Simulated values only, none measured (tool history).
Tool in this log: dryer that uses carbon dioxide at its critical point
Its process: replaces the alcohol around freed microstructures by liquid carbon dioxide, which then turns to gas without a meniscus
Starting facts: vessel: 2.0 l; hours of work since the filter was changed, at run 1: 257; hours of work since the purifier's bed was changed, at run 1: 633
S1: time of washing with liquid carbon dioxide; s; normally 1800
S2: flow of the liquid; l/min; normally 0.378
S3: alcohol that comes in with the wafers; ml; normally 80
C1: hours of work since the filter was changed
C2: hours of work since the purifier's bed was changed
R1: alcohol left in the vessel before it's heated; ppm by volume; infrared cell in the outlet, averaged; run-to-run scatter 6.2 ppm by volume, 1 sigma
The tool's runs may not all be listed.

run 1 hour=0.0 | S1=1800 S2=0.378 S3=80 | C1=257 C2=633 | R1=573
run 2 hour=32.4 | S1=1800 S2=0.378 S3=80 | C1=273 C2=649 | R1=596
run 3 hour=70.7 | S1=1800 S2=0.378 S3=80 | C1=293 C2=669 | R1=634
run 4 hour=107.0 | S1=1800 S2=0.234 S3=80 | C1=311 C2=687 | R1=2801
-- hour=112.0 inlet filter changed
run 5 hour=139.3 | S1=1800 S2=0.378 S3=80 | C1=14 C2=703 | R1=464
run 6 hour=172.9 | S1=1800 S2=0.378 S3=80 | C1=31 C2=720 | R1=477
run 7 hour=214.2 | S1=1800 S2=0.481 S3=80 | C1=52 C2=741 | R1=273
run 8 hour=256.7 | S1=1800 S2=0.294 S3=80 | C1=73 C2=763 | R1=1131
run 9 hour=286.6 | S1=1440 S2=0.294 S3=80 | C1=89 C2=778 | R1=2127
run 10 hour=310.2 | S1=1800 S2=0.625 S3=80 | C1=101 C2=790 | R1=246
run 11 hour=358.7 | S1=1800 S2=0.625 S3=80 | C1=125 C2=815 | R1=225
run 12 hour=392.1 | S1=1800 S2=0.378 S3=80 | C1=142 C2=832 | R1=559
run 13 hour=430.7 | S1=1800 S2=0.378 S3=21 | C1=162 C2=851 | R1=319
run 14 hour=452.5 | S1=1800 S2=0.640 S3=80 | C1=173 C2=862 | R1=251
run 15 hour=486.5 | S1=1800 S2=0.378 S3=83 | C1=190 C2=880 | R1=629
run 16 hour=507.6 | S1=1800 S2=0.378 S3=83 | C1=201 C2=890 | R1=665
-- hour=517.6 purifier's bed changed
run 17 hour=545.4 | S1=1920 S2=0.378 S3=95 | C1=219 C2=14 | R1=360
run 18 hour=592.4 | S1=1860 S2=0.342 S3=42 | C1=242 C2=38 | R1=313
run 19 hour=618.4 | S1=1740 S2=0.413 S3=50 | C1=256 C2=51 | R1=214
run 20 hour=642.6 | S1=2760 S2=0.413 S3=50 | C1=268 C2=63 | R1=41
run 21 hour=689.8 | S1=2400 S2=0.413 S3=87 | C1=292 C2=87 | R1=94
run 22 hour=717.2 | S1=2400 S2=0.413 S3=27 | C1=306 C2=101 | R1=56
-- hour=733.1 inlet filter changed
run 23 hour=752.2 | S1=1800 S2=0.553 S3=80 | C1=10 C2=119 | R1=65
run 24 hour=794.0 | S1=1260 S2=0.550 S3=28 | C1=31 C2=140 | R1=117
run 25 hour=837.9 | S1=1260 S2=0.550 S3=28 | C1=53 C2=162 | R1=140
run 26 hour=875.8 | S1=2880 S2=0.388 S3=28 | C1=73 C2=181 | R1=67
run 27 hour=910.8 | S1=1800 S2=0.378 S3=26 | C1=90 C2=199 | R1=157
run 28 hour=957.3 | S1=1200 S2=0.378 S3=34 | C1=114 C2=223 | R1=725
run 29 hour=981.5 | S1=1260 S2=0.378 S3=50 | C1=126 C2=235 | R1=903

Had the tool no unlogged condition, and each run kept its random variation, what would the results have been?
The hidden state here: flow that reaches the vessel past the clogged filter, %; alcohol in the recycled carbon dioxide, ppm; drift of the gauge itself on alcohol_ppm, %.
run=1 R1=253
run=2 R1=249
run=3 R1=259
run=4 R1=1791
run=5 R1=254
run=6 R1=255
run=7 R1=56
run=8 R1=797
run=9 R1=1676
run=10 R1=17
run=11 R1=5
run=12 R1=238
run=13 R1=61
run=14 R1=9
run=15 R1=262
run=16 R1=267
run=17 R1=217
run=18 R1=185
run=19 R1=107
run=20 R1=13
run=21 R1=28
run=22 R1=13
run=23 R1=28
run=24 R1=70
run=25 R1=84
run=26 R1=13
run=27 R1=83
run=28 R1=567
run=29 R1=698
